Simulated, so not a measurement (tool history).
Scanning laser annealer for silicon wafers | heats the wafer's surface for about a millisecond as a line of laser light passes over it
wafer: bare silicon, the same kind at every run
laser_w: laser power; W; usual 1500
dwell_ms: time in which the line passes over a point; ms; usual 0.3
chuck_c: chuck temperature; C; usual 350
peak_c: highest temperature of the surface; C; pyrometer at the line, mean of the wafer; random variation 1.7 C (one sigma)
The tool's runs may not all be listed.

run     day  laser_w  dwell_ms  chuck_c  peak_c
  1       0     1500       0.3      350    1049
  2   0.504     1500       0.3      350    1048
  3   1.042     1500     0.319      350    1070
  4   1.538     1500     0.319      350    1069
  5   1.825     1500     0.319      350    1068
  6   2.212     1352     0.319      350    1001
  7   2.862     1428       0.3      350    1015
  8   3.238     1428       0.3      350    1014
  9   3.754     1613       0.3      350    1094
 10   4.262     1613     0.309      350    1105
 11   4.696     1613     0.309      350    1102
 12   5.271     1500       0.3      350    1043
 13   5.767     1500       0.3      350    1044
 14   6.292     1586     0.352      350    1136
 15   6.642     1586     0.352      350    1137
 16   7.125     1586     0.352      350    1133
 17   7.562     1500       0.3      359    1052
 18   8.217     1500       0.3      359    1052
 19   8.608     1500       0.3      359    1050
 20   9.262     1500       0.3      359    1049
 21   9.883     1350     0.268      365     958
 22  10.183     1320       0.3      377     990
 23    10.7     1429       0.3      371    1028
     11.121  -- window over the wafer cleaned
 24  11.308     1429     0.239      371     984

5 ways to go on from here, each from the tool as it stands after run 24. What would each give?
  A  11.929     1429     0.239      368       ?
  B  11.929     1500     0.266      325       ?
  C  11.929     1340     0.239      374       ?
  D  11.929     1315     0.239      371       ?
  E  11.929     1323     0.309      337       ?

run  peak_c
  A     980
  B    1000
  C     947
  D     940
  E     976
Without the tool's hidden state the same runs would have given:
run  peak_c
  A     986
  B    1007
  C     953
  D     946
  E     983

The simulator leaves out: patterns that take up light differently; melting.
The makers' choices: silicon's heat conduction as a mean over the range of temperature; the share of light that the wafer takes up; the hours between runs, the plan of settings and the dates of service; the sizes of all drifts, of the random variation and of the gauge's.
